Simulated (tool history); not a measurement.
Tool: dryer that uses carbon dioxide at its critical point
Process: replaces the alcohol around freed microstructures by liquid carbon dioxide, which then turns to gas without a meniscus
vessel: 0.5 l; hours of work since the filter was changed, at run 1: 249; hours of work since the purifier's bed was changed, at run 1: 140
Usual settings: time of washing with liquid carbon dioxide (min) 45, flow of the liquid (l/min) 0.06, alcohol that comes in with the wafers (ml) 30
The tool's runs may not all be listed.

run,hour,time of washing with liquid carbon dioxide (min),flow of the liquid (l/min),alcohol that comes in with the wafers (ml),hours of work since the filter was changed,hours of work since the purifier's bed was changed,alcohol left in the vessel before it's heated (ppm by volume)
1,0,45,0.06,30,249,140,399
2,17.8,45,0.06,30,258,149,400
3,38.4,45,0.06,30,269,159,421
4,51.6,45,0.0858,30,276,166,99
5,70.2,28,0.06,30,285,176,2560
6,85.3,62,0.06,30,293,184,116
7,97.3,62,0.06,30,299,190,111
8,115.6,45,0.06,30,309,199,437
9,132.3,45,0.06,30,317,208,432
10,142.5,31,0.06,30,323,213,1907
11,156.2,31,0.06,30,330,220,1934
12,166.6,31,0.06,30,335,226,1928
13,190.5,45,0.06,90,347,238,1226
14,213.5,45,0.06,90,359,250,1260
15,226.7,45,0.06,90,366,257,1262
16,246.7,45,0.06,30,376,267,489
17,258.1,44,0.06,30,382,273,527
18,280.2,44,0.06,30,394,284,542
19,291.4,45,0.06,30,399,290,474
20,311,45,0.045,30,410,300,1434
21,332.6,33,0.06,30,421,311,1631
22,357.2,45,0.06,40,433,324,659
23,376,45,0.06,84,443,334,1254
24,399.1,45,0.06,84,455,346,1310
25,420.1,45,0.06,84,466,357,1255
26,440.5,66,0.0809,52,476,367,117
27,459.7,66,0.0815,20,486,377,113
28,484.7,56,0.0979,84,499,390,126
29,504.3,56,0.0979,84,509,400,125
30,518.6,58,0.06,58,517,408,331
31,537.6,36,0.06,30,527,417,1336
32,551.8,36,0.0483,22,534,425,1973
33,563.8,36,0.0483,22,540,431,1975
# hour 569.4: inlet filter changed
34,577.4,29,0.0398,51,4,437,10197
35,601.4,50,0.0951,30,16,450,135
36,615.1,50,0.0951,30,24,457,144
37,631.1,67,0.0582,27,32,465,157
38,645.2,58,0.0809,40,39,472,151
39,655.9,58,0.0809,40,45,478,144
40,673.8,58,0.0758,40,54,487,152
41,687.7,58,0.0758,40,61,494,175
42,709.6,39,0.0377,52,72,506,5684
43,723.2,45,0.0895,80,79,513,220
44,740.2,45,0.0895,80,88,521,221
45,763,45,0.0895,80,100,533,222
46,780,45,0.0895,80,109,542,233
47,804.1,45,0.0895,80,121,554,237

Measured less the same run without the tool's hidden state. The same run-to-run variation is in both; the gauge's scatter may not be:
The hidden state here: flow that reaches the vessel past the clogged filter, %; alcohol in the recycled carbon dioxide, ppm; drift of the gauge itself on alcohol_ppm, %.
run,alcohol left in the vessel before it's heated (ppm by volume)
1,+108
2,+112
3,+122
4,+60
5,+399
6,+67
7,+67
8,+144
9,+144
10,+374
11,+388
12,+392
13,+358
14,+380
15,+385
16,+184
17,+193
18,+206
19,+188
20,+390
21,+438
22,+260
23,+451
24,+477
25,+469
26,+107
27,+110
28,+117
29,+119
30,+205
31,+482
32,+587
33,+592
34,+174
35,+127
36,+133
37,+134
38,+134
39,+134
40,+139
41,+143
42,+346
43,+149
44,+156
45,+161
46,+165
47,+168
